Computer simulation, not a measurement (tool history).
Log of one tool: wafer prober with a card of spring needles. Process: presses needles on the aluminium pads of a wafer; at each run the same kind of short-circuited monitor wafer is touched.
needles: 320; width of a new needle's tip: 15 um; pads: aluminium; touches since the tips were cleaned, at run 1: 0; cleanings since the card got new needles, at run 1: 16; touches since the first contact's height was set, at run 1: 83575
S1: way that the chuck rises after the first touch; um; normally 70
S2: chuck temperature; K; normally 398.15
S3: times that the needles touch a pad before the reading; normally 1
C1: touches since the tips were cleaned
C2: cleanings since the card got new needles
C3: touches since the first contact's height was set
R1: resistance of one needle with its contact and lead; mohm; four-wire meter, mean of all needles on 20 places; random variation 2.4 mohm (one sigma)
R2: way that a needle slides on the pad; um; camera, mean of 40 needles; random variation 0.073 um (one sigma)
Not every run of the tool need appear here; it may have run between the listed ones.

| run | hour | S1 | S2 | S3 | C1 | C2 | C3 | R1 | R2 |
|---|---|---|---|---|---|---|---|---|---|
| 1 | 0 | 70 | 398.15 | 1 | 0 | 16 | 83575 | 270 | 16.55 |
| 2 | 9.2 | 70 | 398.15 | 1 | 3730 | 16 | 87305 | 291 | 16.73 |
|  | 12.2 | tips cleaned on abrasive film |
| 3 | 17.1 | 70 | 329.15 | 1 | 1991 | 17 | 90499 | 296 | 16.52 |
| 4 | 21.2 | 70 | 329.15 | 1 | 3645 | 17 | 92153 | 297 | 16.61 |
|  | 24.9 | tips cleaned on abrasive film |
| 5 | 28.8 | 70 | 329.15 | 2 | 1557 | 18 | 95210 | 260 | 16.51 |
|  | 37 | tips cleaned on abrasive film |
| 6 | 37 | 70 | 398.15 | 1 | 0 | 19 | 98517 | 268 | 16.6 |
| 7 | 44.9 | 70 | 398.15 | 1 | 3216 | 19 | 101733 | 289 | 16.38 |
|  | 49.4 | tips cleaned on abrasive film |
|  | 51.6 | tips cleaned on abrasive film, once more |
| 8 | 52 | 70 | 398.15 | 1 | 165 | 21 | 104558 | 267 | 16.35 |
| 9 | 57.6 | 70 | 398.15 | 1 | 2419 | 21 | 106812 | 284 | 16.3 |
|  | 63.8 | tips cleaned on abrasive film |
| 10 | 63.8 | 70 | 398.15 | 1 | 0 | 22 | 109322 | 270 | 16.31 |
| 11 | 72.7 | 70 | 398.15 | 1 | 3628 | 22 | 112950 | 286 | 16.26 |
|  | 76.1 | tips cleaned on abrasive film |
| 12 | 78.3 | 70 | 398.15 | 1 | 908 | 23 | 115182 | 272 | 16.34 |
| 13 | 86.6 | 70 | 398.15 | 1 | 4286 | 23 | 118560 | 293 | 16.38 |
|  | 88.1 | tips cleaned on abrasive film |
| 14 | 91.1 | 70 | 398.15 | 1 | 1242 | 24 | 120355 | 281 | 16.26 |
| 15 | 99.7 | 70 | 398.15 | 1 | 4726 | 24 | 123839 | 294 | 16.23 |
|  | 100.6 | tips cleaned on abrasive film |
| 16 | 105.9 | 70 | 308.15 | 2 | 2161 | 25 | 126335 | 255 | 16.25 |
| 17 | 112.2 | 67 | 377.15 | 1 | 4744 | 25 | 128918 | 299 | 15.53 |
|  | 112.8 | tips cleaned on abrasive film |
| 18 | 116.8 | 80 | 380.15 | 2 | 1640 | 26 | 130736 | 269 | 18.74 |
| 19 | 122 | 80 | 324.15 | 1 | 3766 | 26 | 132862 | 268 | 18.69 |
|  | 125 | tips cleaned on abrasive film |
| 20 | 128.3 | 80 | 324.15 | 1 | 1338 | 27 | 135396 | 259 | 18.67 |
| 21 | 135.8 | 57 | 328.15 | 2 | 4367 | 27 | 138425 | 277 | 13.01 |
|  | 137.1 | tips cleaned on abrasive film |
| 22 | 144.3 | 51 | 372.15 | 2 | 2941 | 28 | 141875 | 287 | 11.73 |
|  | 149.2 | tips cleaned on abrasive film |
| 23 | 149.8 | 52 | 351.15 | 2 | 269 | 29 | 144075 | 260 | 11.89 |
| 24 | 156.3 | 59 | 345.15 | 2 | 2916 | 29 | 146722 | 272 | 13.63 |

What will run 25 give?
| 25 | 160.8 | 70 | 398.15 | 2 | 4721 | 29 | 148527 | ? | ? |

{"run 25": {"R1": 280, "R2": 16.12}}
With the hidden condition absent and the run-to-run variation left alone, this run would have shown R1 263 mohm, R2 16.79 um.

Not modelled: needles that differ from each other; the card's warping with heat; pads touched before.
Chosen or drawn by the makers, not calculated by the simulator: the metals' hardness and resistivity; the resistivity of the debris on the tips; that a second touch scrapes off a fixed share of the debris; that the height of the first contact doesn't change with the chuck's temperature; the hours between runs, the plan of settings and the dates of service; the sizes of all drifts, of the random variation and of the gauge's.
